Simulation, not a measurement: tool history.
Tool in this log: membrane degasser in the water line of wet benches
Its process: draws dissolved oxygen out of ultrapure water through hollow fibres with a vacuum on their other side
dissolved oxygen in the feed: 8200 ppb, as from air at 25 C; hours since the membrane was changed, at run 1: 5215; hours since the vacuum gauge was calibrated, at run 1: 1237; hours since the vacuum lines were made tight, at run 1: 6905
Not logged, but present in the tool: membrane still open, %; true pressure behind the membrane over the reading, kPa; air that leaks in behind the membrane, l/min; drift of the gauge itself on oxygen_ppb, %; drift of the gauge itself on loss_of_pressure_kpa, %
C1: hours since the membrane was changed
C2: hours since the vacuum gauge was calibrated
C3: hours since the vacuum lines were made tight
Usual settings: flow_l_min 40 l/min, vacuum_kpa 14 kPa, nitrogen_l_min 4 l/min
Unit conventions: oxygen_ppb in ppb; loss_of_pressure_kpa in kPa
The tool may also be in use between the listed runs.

{"run": 1, "day": 0.0, "flow_l_min": 40, "vacuum_kpa": 14, "nitrogen_l_min": 4, "C1": 5215, "C2": 1237, "C3": 6905, "oxygen_ppb": 297.7, "loss_of_pressure_kpa": 40.98}
{"run": 2, "day": 4.654, "flow_l_min": 40, "vacuum_kpa": 14, "nitrogen_l_min": 4, "C1": 5327, "C2": 1349, "C3": 7017, "oxygen_ppb": 298.8, "loss_of_pressure_kpa": 41.4}
{"run": 3, "day": 9.171, "flow_l_min": 55, "vacuum_kpa": 14, "nitrogen_l_min": 4, "C1": 5435, "C2": 1457, "C3": 7125, "oxygen_ppb": 443.7, "loss_of_pressure_kpa": 56.61}
{"run": 4, "day": 15.342, "flow_l_min": 40, "vacuum_kpa": 14, "nitrogen_l_min": 4.12, "C1": 5583, "C2": 1605, "C3": 7273, "oxygen_ppb": 295.5, "loss_of_pressure_kpa": 41.36}
{"day": 20.629, "done": "seals of the vacuum lines changed"}
{"run": 5, "day": 22.292, "flow_l_min": 40, "vacuum_kpa": 14, "nitrogen_l_min": 4.12, "C1": 5748, "C2": 1770, "C3": 40, "oxygen_ppb": 290.7, "loss_of_pressure_kpa": 41.06}
{"run": 6, "day": 27.046, "flow_l_min": 40, "vacuum_kpa": 14, "nitrogen_l_min": 3.63, "C1": 5862, "C2": 1884, "C3": 154, "oxygen_ppb": 323.1, "loss_of_pressure_kpa": 41.15}
{"run": 7, "day": 31.975, "flow_l_min": 40, "vacuum_kpa": 14, "nitrogen_l_min": 3.63, "C1": 5981, "C2": 2003, "C3": 272, "oxygen_ppb": 321.6, "loss_of_pressure_kpa": 41.21}
{"run": 8, "day": 35.521, "flow_l_min": 40, "vacuum_kpa": 14, "nitrogen_l_min": 3.63, "C1": 6066, "C2": 2088, "C3": 357, "oxygen_ppb": 324.2, "loss_of_pressure_kpa": 40.93}
{"run": 9, "day": 41.117, "flow_l_min": 40, "vacuum_kpa": 14, "nitrogen_l_min": 3.63, "C1": 6200, "C2": 2222, "C3": 492, "oxygen_ppb": 324.8, "loss_of_pressure_kpa": 40.82}
{"run": 10, "day": 46.35, "flow_l_min": 40, "vacuum_kpa": 15.2, "nitrogen_l_min": 3.63, "C1": 6326, "C2": 2348, "C3": 617, "oxygen_ppb": 351.1, "loss_of_pressure_kpa": 40.78}
{"run": 11, "day": 52.7, "flow_l_min": 40, "vacuum_kpa": 15.2, "nitrogen_l_min": 3.63, "C1": 6478, "C2": 2500, "C3": 770, "oxygen_ppb": 349.4, "loss_of_pressure_kpa": 40.77}
{"run": 12, "day": 59.404, "flow_l_min": 40, "vacuum_kpa": 15.2, "nitrogen_l_min": 3.63, "C1": 6639, "C2": 2661, "C3": 931, "oxygen_ppb": 351.9, "loss_of_pressure_kpa": 40.85}
{"run": 13, "day": 66.225, "flow_l_min": 40, "vacuum_kpa": 15.2, "nitrogen_l_min": 3.63, "C1": 6803, "C2": 2825, "C3": 1094, "oxygen_ppb": 348.5, "loss_of_pressure_kpa": 40.94}
{"run": 14, "day": 72.546, "flow_l_min": 40, "vacuum_kpa": 15.2, "nitrogen_l_min": 3.63, "C1": 6954, "C2": 2976, "C3": 1246, "oxygen_ppb": 352.6, "loss_of_pressure_kpa": 40.44}
{"run": 15, "day": 78.95, "flow_l_min": 40, "vacuum_kpa": 14, "nitrogen_l_min": 4, "C1": 7108, "C2": 3130, "C3": 1400, "oxygen_ppb": 295.9, "loss_of_pressure_kpa": 40.44}
{"run": 16, "day": 84.95, "flow_l_min": 40, "vacuum_kpa": 14, "nitrogen_l_min": 4, "C1": 7252, "C2": 3274, "C3": 1544, "oxygen_ppb": 298.9, "loss_of_pressure_kpa": 40.35}
{"day": 86.792, "done": "vacuum gauge calibrated"}
{"run": 17, "day": 90.671, "flow_l_min": 40, "vacuum_kpa": 14, "nitrogen_l_min": 4, "C1": 7389, "C2": 93, "C3": 1680, "oxygen_ppb": 301.4, "loss_of_pressure_kpa": 40.54}
{"run": 18, "day": 96.983, "flow_l_min": 40, "vacuum_kpa": 14, "nitrogen_l_min": 4, "C1": 7540, "C2": 245, "C3": 1832, "oxygen_ppb": 300.5, "loss_of_pressure_kpa": 40.5}
{"run": 19, "day": 103.308, "flow_l_min": 51, "vacuum_kpa": 12.2, "nitrogen_l_min": 8.8, "C1": 7692, "C2": 396, "C3": 1984, "oxygen_ppb": 222.6, "loss_of_pressure_kpa": 51.47}
{"run": 20, "day": 110.171, "flow_l_min": 44, "vacuum_kpa": 18.1, "nitrogen_l_min": 4, "C1": 7857, "C2": 561, "C3": 2149, "oxygen_ppb": 435.8, "loss_of_pressure_kpa": 44.48}
{"run": 21, "day": 115.662, "flow_l_min": 44, "vacuum_kpa": 8.4, "nitrogen_l_min": 4, "C1": 7989, "C2": 693, "C3": 2280, "oxygen_ppb": 200.8, "loss_of_pressure_kpa": 44.55}
{"run": 22, "day": 120.412, "flow_l_min": 40, "vacuum_kpa": 14, "nitrogen_l_min": 2.05, "C1": 8102, "C2": 807, "C3": 2394, "oxygen_ppb": 496, "loss_of_pressure_kpa": 40.01}
{"run": 23, "day": 124.458, "flow_l_min": 31, "vacuum_kpa": 11.1, "nitrogen_l_min": 4.19, "C1": 8200, "C2": 904, "C3": 2491, "oxygen_ppb": 161.4, "loss_of_pressure_kpa": 31.33}
{"run": 24, "day": 127.638, "flow_l_min": 40, "vacuum_kpa": 17.2, "nitrogen_l_min": 4, "C1": 8276, "C2": 980, "C3": 2568, "oxygen_ppb": 373.5, "loss_of_pressure_kpa": 40.46}
{"run": 25, "day": 133.479, "flow_l_min": 40, "vacuum_kpa": 34.4, "nitrogen_l_min": 9.55, "C1": 8416, "C2": 1121, "C3": 2708, "oxygen_ppb": 358.4, "loss_of_pressure_kpa": 40.14}
{"run": 26, "day": 138.817, "flow_l_min": 51, "vacuum_kpa": 16, "nitrogen_l_min": 7.06, "C1": 8544, "C2": 1249, "C3": 2836, "oxygen_ppb": 312.2, "loss_of_pressure_kpa": 51.15}
{"run": 27, "day": 141.954, "flow_l_min": 29, "vacuum_kpa": 26.7, "nitrogen_l_min": 10.57, "C1": 8620, "C2": 1324, "C3": 2911, "oxygen_ppb": 175.3, "loss_of_pressure_kpa": 29.1}
{"day": 142.371, "done": "gauge calibrated"}
{"run": 28, "day": 147.562, "flow_l_min": 29, "vacuum_kpa": 26.7, "nitrogen_l_min": 10.57, "C1": 8754, "C2": 1459, "C3": 3046, "oxygen_ppb": 176.2, "loss_of_pressure_kpa": 29.83}
{"run": 29, "day": 150.867, "flow_l_min": 27, "vacuum_kpa": 14, "nitrogen_l_min": 6.17, "C1": 8833, "C2": 1538, "C3": 3125, "oxygen_ppb": 129, "loss_of_pressure_kpa": 27.66}
{"run": 30, "day": 155.35, "flow_l_min": 41, "vacuum_kpa": 22.6, "nitrogen_l_min": 3.51, "C1": 8941, "C2": 1645, "C3": 3233, "oxygen_ppb": 544.8, "loss_of_pressure_kpa": 42.07}
{"run": 31, "day": 161.175, "flow_l_min": 26, "vacuum_kpa": 14, "nitrogen_l_min": 4, "C1": 9081, "C2": 1785, "C3": 3373, "oxygen_ppb": 178.5, "loss_of_pressure_kpa": 26.64}
{"run": 32, "day": 164.342, "flow_l_min": 40, "vacuum_kpa": 8.4, "nitrogen_l_min": 8.96, "C1": 9157, "C2": 1861, "C3": 3449, "oxygen_ppb": 110, "loss_of_pressure_kpa": 41.17}
{"run": 33, "day": 169.467, "flow_l_min": 40, "vacuum_kpa": 14.4, "nitrogen_l_min": 9.65, "C1": 9280, "C2": 1984, "C3": 3572, "oxygen_ppb": 164, "loss_of_pressure_kpa": 40.73}

Some steps in loss_of_pressure_kpa between neighbouring runs. How much of each would the tool show without its hidden state too (settings, what came in, random variation), and how much is left for the hidden state, with any gauge scatter that isn't in both results?
Run 3 -> 4: flow_l_min 55 -> 40, nitrogen_l_min 4 -> 4.12. loss_of_pressure_kpa -15.25 kPa: hidden state -0.02, all else -15.23.
Run 25 -> 26: flow_l_min 40 -> 51, vacuum_kpa 34.4 -> 16, nitrogen_l_min 9.55 -> 7.06. loss_of_pressure_kpa +11.01 kPa: hidden state -0.34, all else +11.35.
Run 26 -> 27: flow_l_min 51 -> 29, vacuum_kpa 16 -> 26.7, nitrogen_l_min 7.06 -> 10.57. loss_of_pressure_kpa -22.05 kPa: hidden state +0.57, all else -22.62.
Run 27 -> 28: gauge calibrated. loss_of_pressure_kpa +0.73 kPa: hidden state +0.8, all else -0.07.
Run 30 -> 31: flow_l_min 41 -> 26, vacuum_kpa 22.6 -> 14, nitrogen_l_min 3.51 -> 4. loss_of_pressure_kpa -15.43 kPa: hidden state -0.01, all else -15.42.

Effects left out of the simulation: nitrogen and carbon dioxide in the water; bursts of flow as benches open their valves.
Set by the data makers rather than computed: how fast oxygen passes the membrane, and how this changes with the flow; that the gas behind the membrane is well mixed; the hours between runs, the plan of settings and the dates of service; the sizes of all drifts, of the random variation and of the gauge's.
